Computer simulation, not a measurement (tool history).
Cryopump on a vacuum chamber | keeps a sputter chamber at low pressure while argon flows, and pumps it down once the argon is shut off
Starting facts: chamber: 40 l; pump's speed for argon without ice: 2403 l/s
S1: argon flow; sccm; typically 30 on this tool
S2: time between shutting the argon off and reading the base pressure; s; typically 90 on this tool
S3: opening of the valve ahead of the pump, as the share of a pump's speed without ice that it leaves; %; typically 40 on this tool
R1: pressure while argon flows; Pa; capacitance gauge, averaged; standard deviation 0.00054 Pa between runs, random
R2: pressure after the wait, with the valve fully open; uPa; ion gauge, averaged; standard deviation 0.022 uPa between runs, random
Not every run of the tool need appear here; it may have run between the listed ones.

| run | hour | S1 | S2 | S3 | R1 | R2 |
|---|---|---|---|---|---|---|
| 1 | 0 | 30 | 90 | 40 | 0.0629 | 1.14 |
|  | 11.7 | pump warmed up, emptied and cooled again |
| 2 | 41.1 | 30 | 90 | 40 | 0.0539 | 1 |
| 3 | 87.1 | 30 | 90 | 40 | 0.0541 | 0.98 |
| 4 | 116.7 | 30 | 90 | 40 | 0.0538 | 1.02 |
| 5 | 143.7 | 30 | 90 | 51 | 0.0433 | 1.14 |
| 6 | 162.9 | 30 | 90 | 40 | 0.0559 | 1.15 |
| 7 | 205.2 | 30 | 90 | 51 | 0.0441 | 1.16 |
| 8 | 245 | 30 | 90 | 51 | 0.0443 | 1.19 |
| 9 | 289.2 | 30 | 90 | 51 | 0.0452 | 1.26 |
| 10 | 328.8 | 30 | 90 | 51 | 0.0459 | 1.29 |
| 11 | 363.4 | 30 | 90 | 51 | 0.0469 | 1.35 |
| 12 | 407 | 40 | 37 | 47 | 0.0674 | 2.25 |
| 13 | 438.5 | 30 | 23 | 54 | 0.0459 | 3.05 |
| 14 | 462.6 | 59 | 110 | 40 | 0.1163 | 1.4 |
| 15 | 509 | 41 | 90 | 35 | 0.0926 | 1.57 |
| 16 | 544.2 | 13 | 33 | 39 | 0.0275 | 2.57 |
| 17 | 566.6 | 47 | 193 | 23 | 0.1581 | 1.35 |
| 18 | 608.4 | 30 | 126 | 40 | 0.0624 | 1.55 |
| 19 | 635.9 | 30 | 126 | 40 | 0.0628 | 1.59 |
| 20 | 662.7 | 29 | 154 | 22 | 0.1032 | 1.57 |

Some steps in R1 between neighbouring runs. How much of each would the tool show without its hidden state too (settings, what came in, random variation), and how much is left for the hidden state, with any gauge scatter that isn't in both results?
Unlogged tool condition in this case: pump's speed, % of a pump's without ice; cold plate's temperature, K; leak into the chamber, uPa l/s; drift of the gauge itself on working_pa, %; drift of the gauge itself on base_upa, %.
Run 1 -> 2: pump warmed up, emptied and cooled again. R1 -0.009 Pa: hidden state -0.0099, all else +0.0009.
Run 16 -> 17: S1 13 -> 47, S2 33 -> 193, S3 39 -> 23. R1 +0.1306 Pa: hidden state +0.0103, all else +0.1203.
Run 17 -> 18: S1 47 -> 30, S2 193 -> 126, S3 23 -> 40. R1 -0.0957 Pa: hidden state -0.0039, all else -0.0918.

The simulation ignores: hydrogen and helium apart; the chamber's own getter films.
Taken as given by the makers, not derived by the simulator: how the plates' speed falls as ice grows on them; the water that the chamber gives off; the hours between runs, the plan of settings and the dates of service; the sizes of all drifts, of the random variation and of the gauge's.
